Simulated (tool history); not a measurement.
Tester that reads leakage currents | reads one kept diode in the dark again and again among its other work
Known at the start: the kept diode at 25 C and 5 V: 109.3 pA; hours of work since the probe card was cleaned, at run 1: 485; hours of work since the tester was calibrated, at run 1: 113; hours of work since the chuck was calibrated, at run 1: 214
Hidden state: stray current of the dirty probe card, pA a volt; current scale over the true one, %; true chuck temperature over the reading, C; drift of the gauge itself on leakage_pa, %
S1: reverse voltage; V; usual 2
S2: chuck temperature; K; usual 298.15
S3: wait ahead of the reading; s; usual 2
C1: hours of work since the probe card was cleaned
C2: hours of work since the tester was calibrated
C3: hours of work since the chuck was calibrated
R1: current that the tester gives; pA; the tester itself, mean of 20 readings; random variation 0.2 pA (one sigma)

{"run": 1, "hour": 0.0, "S1": 2, "S2": 298.15, "S3": 2, "C1": 485, "C2": 113, "C3": 214, "R1": 65.18}
{"run": 2, "hour": 32.7, "S1": 2, "S2": 298.15, "S3": 2, "C1": 509, "C2": 138, "C3": 238, "R1": 65.12}
{"run": 3, "hour": 60.2, "S1": 2, "S2": 298.15, "S3": 2, "C1": 530, "C2": 158, "C3": 259, "R1": 65.35}
{"run": 4, "hour": 106.2, "S1": 2, "S2": 298.15, "S3": 2, "C1": 564, "C2": 193, "C3": 293, "R1": 64.82}
{"run": 5, "hour": 145.8, "S1": 2, "S2": 298.15, "S3": 4.39, "C1": 594, "C2": 222, "C3": 323, "R1": 64.91}
{"run": 6, "hour": 175.5, "S1": 2, "S2": 298.15, "S3": 4.39, "C1": 616, "C2": 244, "C3": 345, "R1": 64.65}
{"run": 7, "hour": 217.7, "S1": 2, "S2": 311.15, "S3": 2, "C1": 648, "C2": 276, "C3": 377, "R1": 189.81}
{"run": 8, "hour": 253.0, "S1": 2, "S2": 311.15, "S3": 2, "C1": 674, "C2": 302, "C3": 403, "R1": 188.9}
{"run": 9, "hour": 274.6, "S1": 2, "S2": 311.15, "S3": 2, "C1": 690, "C2": 319, "C3": 419, "R1": 188.96}
{"run": 10, "hour": 320.7, "S1": 2, "S2": 311.15, "S3": 2, "C1": 725, "C2": 353, "C3": 453, "R1": 189.38}
{"run": 11, "hour": 362.7, "S1": 1.86, "S2": 311.15, "S3": 2, "C1": 756, "C2": 384, "C3": 485, "R1": 181.85}
{"run": 12, "hour": 392.5, "S1": 2, "S2": 298.15, "S3": 0.63, "C1": 778, "C2": 407, "C3": 507, "R1": 64.96}
{"run": 13, "hour": 420.3, "S1": 2, "S2": 298.15, "S3": 5, "C1": 799, "C2": 427, "C3": 528, "R1": 64.35}
{"run": 14, "hour": 463.8, "S1": 2, "S2": 298.15, "S3": 2, "C1": 831, "C2": 460, "C3": 560, "R1": 64.78}
{"run": 15, "hour": 513.0, "S1": 2, "S2": 298.15, "S3": 2, "C1": 868, "C2": 497, "C3": 597, "R1": 64.43}
{"run": 16, "hour": 536.2, "S1": 2, "S2": 298.15, "S3": 2, "C1": 886, "C2": 514, "C3": 615, "R1": 64.56}
{"run": 17, "hour": 567.5, "S1": 4.27, "S2": 298.15, "S3": 2, "C1": 909, "C2": 538, "C3": 638, "R1": 99.81}
{"run": 18, "hour": 611.0, "S1": 4.27, "S2": 298.15, "S3": 2, "C1": 942, "C2": 570, "C3": 671, "R1": 99.39}
{"run": 19, "hour": 648.3, "S1": 11.67, "S2": 298.15, "S3": 2, "C1": 969, "C2": 598, "C3": 698, "R1": 178.69}
{"run": 20, "hour": 693.5, "S1": 11.67, "S2": 298.15, "S3": 2, "C1": 1003, "C2": 632, "C3": 732, "R1": 178.03}
{"hour": 737.7, "done": "probe card cleaned and baked"}
{"run": 21, "hour": 737.7, "S1": 7.8, "S2": 307.15, "S3": 3.95, "C1": 0, "C2": 663, "C3": 763, "R1": 292.29}
{"run": 22, "hour": 784.5, "S1": 15.3, "S2": 307.15, "S3": 3.95, "C1": 35, "C2": 698, "C3": 798, "R1": 429.72}
{"run": 23, "hour": 816.3, "S1": 1.79, "S2": 298.15, "S3": 6.25, "C1": 59, "C2": 721, "C3": 822, "R1": 59}
{"run": 24, "hour": 850.1, "S1": 1.79, "S2": 298.15, "S3": 6.25, "C1": 84, "C2": 747, "C3": 847, "R1": 59.23}
{"run": 25, "hour": 885.3, "S1": 1.79, "S2": 298.15, "S3": 2.82, "C1": 110, "C2": 773, "C3": 873, "R1": 59.34}
{"run": 26, "hour": 927.0, "S1": 1.98, "S2": 329.15, "S3": 0.33, "C1": 142, "C2": 804, "C3": 905, "R1": 715.2}
{"hour": 931.2, "done": "chuck's temperature calibrated"}
{"run": 27, "hour": 978.0, "S1": 9.29, "S2": 304.15, "S3": 0.33, "C1": 178, "C2": 841, "C3": 35, "R1": 253.41}
{"run": 28, "hour": 1025.7, "S1": 9.29, "S2": 294.15, "S3": 4.37, "C1": 214, "C2": 876, "C3": 71, "R1": 104.07}
{"run": 29, "hour": 1049.0, "S1": 9.29, "S2": 294.15, "S3": 4.37, "C1": 231, "C2": 894, "C3": 88, "R1": 104.18}
{"run": 30, "hour": 1072.0, "S1": 1.76, "S2": 293.15, "S3": 0.82, "C1": 248, "C2": 911, "C3": 105, "R1": 37.23}
{"run": 31, "hour": 1121.6, "S1": 2.22, "S2": 298.15, "S3": 2, "C1": 285, "C2": 948, "C3": 142, "R1": 65.03}
{"run": 32, "hour": 1167.7, "S1": 1.36, "S2": 298.15, "S3": 4.19, "C1": 320, "C2": 983, "C3": 177, "R1": 49.38}
{"run": 33, "hour": 1197.1, "S1": 12.36, "S2": 298.15, "S3": 1.39, "C1": 342, "C2": 1005, "C3": 199, "R1": 176.31}
{"run": 34, "hour": 1223.7, "S1": 16.67, "S2": 311.15, "S3": 1.86, "C1": 362, "C2": 1024, "C3": 219, "R1": 605.68}
{"hour": 1229.2, "done": "chuck's temperature calibrated, once more"}
{"run": 35, "hour": 1266.4, "S1": 17.19, "S2": 296.15, "S3": 0.62, "C1": 392, "C2": 1055, "C3": 28, "R1": 196.02}
{"run": 36, "hour": 1292.2, "S1": 2, "S2": 301.15, "S3": 1.06, "C1": 412, "C2": 1074, "C3": 47, "R1": 83.98}
{"run": 37, "hour": 1321.4, "S1": 2, "S2": 307.15, "S3": 8.25, "C1": 433, "C2": 1096, "C3": 69, "R1": 137.54}

5 ways to go on from here, each from the tool as it stands after run 37. What would each give?
{"run": "A", "hour": 1342.1, "S1": 8.66, "S2": 314.15, "S3": 8.25, "C1": 449, "C2": 1111, "C3": 84, "R1": "?"}
{"run": "B", "hour": 1342.1, "S1": 8.33, "S2": 315.15, "S3": 0.88, "C1": 449, "C2": 1111, "C3": 84, "R1": "?"}
{"run": "C", "hour": 1342.1, "S1": 2.96, "S2": 295.15, "S3": 3.72, "C1": 449, "C2": 1111, "C3": 84, "R1": "?"}
{"run": "D", "hour": 1342.1, "S1": 19.26, "S2": 305.15, "S3": 2.7, "C1": 449, "C2": 1111, "C3": 84, "R1": "?"}
{"run": "E", "hour": 1342.1, "S1": 1.48, "S2": 296.15, "S3": 0.59, "C1": 449, "C2": 1111, "C3": 84, "R1": "?"}

run=A R1=556.26
run=B R1=588.71
run=C R1=62.79
run=D R1=426.17
run=E R1=46.83
Without the tool's hidden state the same runs would have given:
run=A R1=558.86
run=B R1=591.6
run=C R1=62.71
run=D R1=425.68
run=E R1=46.92
